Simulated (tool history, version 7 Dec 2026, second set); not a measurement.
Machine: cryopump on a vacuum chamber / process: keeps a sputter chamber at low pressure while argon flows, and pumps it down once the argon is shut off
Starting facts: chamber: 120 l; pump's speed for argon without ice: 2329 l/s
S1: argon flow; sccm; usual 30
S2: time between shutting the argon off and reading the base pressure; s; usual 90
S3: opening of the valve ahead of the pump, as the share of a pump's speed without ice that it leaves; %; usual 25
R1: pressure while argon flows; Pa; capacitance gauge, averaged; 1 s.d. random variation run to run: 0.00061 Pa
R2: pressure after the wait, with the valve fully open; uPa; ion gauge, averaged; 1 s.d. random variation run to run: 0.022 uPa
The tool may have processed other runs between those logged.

Run 1, hour 0: usual settings. Result: R1 0.0883 Pa, R2 2.28 uPa.
Run 2, hour 20.9: usual settings. Result: R1 0.0878 Pa, R2 2.38 uPa.
Run 3, hour 37.7: usual settings but S1 15 sccm. Result: R1 0.0443 Pa, R2 2.44 uPa.
Run 4, hour 50.1: usual settings. Result: R1 0.0877 Pa, R2 2.34 uPa.
At hour 64.8: leaking fittings of the chamber tightened, without venting.
Run 5, hour 72.2: usual settings. Result: R1 0.0885 Pa, R2 0.57 uPa.
Run 6, hour 92.1: usual settings. Result: R1 0.0879 Pa, R2 0.61 uPa.
Run 7, hour 119.9: usual settings. Result: R1 0.0884 Pa, R2 0.6 uPa.
Run 8, hour 141: usual settings but S3 56 %. Result: R1 0.0391 Pa, R2 0.61 uPa.
Run 9, hour 154.9: usual settings but S3 56 %. Result: R1 0.0393 Pa, R2 0.65 uPa.
Run 10, hour 178: usual settings but S1 16 sccm, S2 73 s, S3 16 %. Result: R1 0.0729 Pa, R2 0.74 uPa.
Run 11, hour 196.2: usual settings but S1 33 sccm, S2 165 s, S3 29 %. Result: R1 0.0848 Pa, R2 0.45 uPa.
Run 12, hour 212.8: usual settings but S1 27 sccm, S2 77 s, S3 29 %. Result: R1 0.0683 Pa, R2 0.77 uPa.
Run 13, hour 236.4: usual settings but S1 27 sccm, S2 77 s, S3 29 %. Result: R1 0.068 Pa, R2 0.75 uPa.
Run 14, hour 255.6: usual settings but S1 54 sccm, S2 35 s, S3 41 %. Result: R1 0.0993 Pa, R2 1.41 uPa.
Run 15, hour 283.9: usual settings but S1 54 sccm, S2 35 s, S3 41 %. Result: R1 0.098 Pa, R2 1.43 uPa.
Run 16, hour 308.1: usual settings but S1 24 sccm, S2 141 s, S3 21 %. Result: R1 0.0839 Pa, R2 0.54 uPa.
Run 17, hour 329.5: usual settings but S1 24 sccm, S2 66 s, S3 30 %. Result: R1 0.0601 Pa, R2 0.95 uPa.

5 ways to go on from here, each from the tool as it stands after run 17. What would each give?
Run A, hour 358.7: usual settings but S2 97 s. Result: R1 ?, R2 ?.
Run B, hour 358.7: usual settings but S2 69 s, S3 16 %. Result: R1 ?, R2 ?.
Run C, hour 358.7: usual settings but S2 27 s, S3 19 %. Result: R1 ?, R2 ?.
Run D, hour 358.7: usual settings but S1 34 sccm, S2 117 s, S3 34 %. Result: R1 ?, R2 ?.
Run E, hour 358.7: usual settings but S1 32 sccm, S2 119 s, S3 19 %. Result: R1 ?, R2 ?.

run      R1    R2
  A  0.0884  0.75
  B  0.1371  0.89
  C  0.1165  1.86
  D  0.0749  0.67
  E  0.1237  0.66
With the hidden condition removed and each run's random variation left untouched, the same runs would have given:
run      R1    R2
  A  0.0869  0.56
  B  0.1356   0.7
  C   0.115  1.65
  D  0.0731  0.48
  E   0.122  0.47
